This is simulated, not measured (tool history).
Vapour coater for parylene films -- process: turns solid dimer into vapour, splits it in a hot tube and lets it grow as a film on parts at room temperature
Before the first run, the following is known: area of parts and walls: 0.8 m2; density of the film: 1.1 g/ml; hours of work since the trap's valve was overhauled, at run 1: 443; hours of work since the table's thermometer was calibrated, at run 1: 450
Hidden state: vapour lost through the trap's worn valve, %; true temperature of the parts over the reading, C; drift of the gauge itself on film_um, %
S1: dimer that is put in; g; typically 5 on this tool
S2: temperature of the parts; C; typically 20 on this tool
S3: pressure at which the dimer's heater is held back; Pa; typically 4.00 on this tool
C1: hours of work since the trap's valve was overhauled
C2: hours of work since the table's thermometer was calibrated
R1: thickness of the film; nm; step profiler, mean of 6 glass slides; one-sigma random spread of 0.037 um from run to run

run    hour  S1  S2     S3   C1    C2    R1
  1     0.0   5  20   4.00  443   450  3830
  2    46.1   5  20  11.36  470   477  3400
  3    86.4   5  20  11.36  494   501  3410
  4   121.5   7  20  11.36  515   522  4810
  5   147.9   5  20   4.00  531   537  3870
  6   189.0   5  29   4.00  555   562  2930
  7   234.2   5  29   4.00  582   588  2910
      268.4  -- trap's valve overhauled
  8   284.4   7  20   4.00    9   616  5450
  9   327.3   7  20   4.00   35   641  5410
 10   369.6   5  20   4.00   60   666  3910
 11   414.8   6  20   4.00   87   693  4580
 12   441.0   5  20   4.00  102   709  3870
 13   490.8   5  20   4.00  132   738  3930
 14   537.4   8  20   4.00  159   766  6130
 15   562.3   5  20   4.00  174   780  3900
 16   593.7   5  20   4.00  193   799  3860
 17   629.1   5  20   4.00  214   820  3870
 18   668.7   5  20   4.00  237   843  3950
 19   717.1   5  20   4.00  266   872  3890
 20   745.8   5  20   4.00  283   889  3920
 21   785.4   5  20   4.00  306   913  3810
 22   816.6   5  20   4.00  325   931  3880
 23   843.1   5  20   4.00  340   947  3870
 24   865.1   5  20   4.00  353   960  3860
 25   890.5   5  24   5.39  369   975  3260
 26   933.4   3  23   7.78  394  1000  1950
 27   982.2   3  23   7.78  423  1029  1940
 28  1031.5   5  12   7.01  452  1058  4660
 29  1057.9   5  14  11.87  468  1074  4110
 30  1104.1   3  19   4.14  495  1101  2360
 31  1129.5   3  19   4.26  510  1116  2320
 32  1167.5   3  19   4.26  533  1139  2420
 33  1214.4   3  19   4.26  560  1167  2390
 34  1259.4   2  17   4.00  587  1193  1680
     1285.6  -- trap's valve overhauled
 35  1289.9   2  20   4.30    3  1209  1540
 36  1324.7   2  20   4.30   23  1230  1570
 37  1353.4   2  20   4.30   40  1247  1550
 38  1385.2   3  31   4.30   59  1265  1640
 39  1433.1   4  23   2.08   87  1294  3050
 40  1455.7   4  23   2.08  101  1307  3030
 41  1497.5   5  17   8.01  126  1332  3990
 42  1522.6   5  21   9.39  140  1347  3360
 43  1570.1   5  21   5.38  169  1375  3630
 44  1611.9   5  21   5.38  193  1400  3710
 45  1659.3   5  21   5.38  221  1428  3630
 46  1681.0   5  27   5.01  234  1441  3030
 47  1727.3   3  20   6.51  262  1468  2240
 48  1777.7   9  18   4.00  291  1498  7340

Below are 3 alternative next runs, each starting from the tool's condition after run 48. Predict each:
  A  1798.3   5  22  4.00  304  1510   ?
  B  1798.3   8  19  2.09  304  1510   ?
  C  1798.3   2  18  2.61  304  1510   ?

run    R1
  A  3660
  B  6780
  C  1710
With the hidden condition removed and each run's random variation left untouched, the same runs would have given:
run    R1
  A  3670
  B  6800
  C  1720
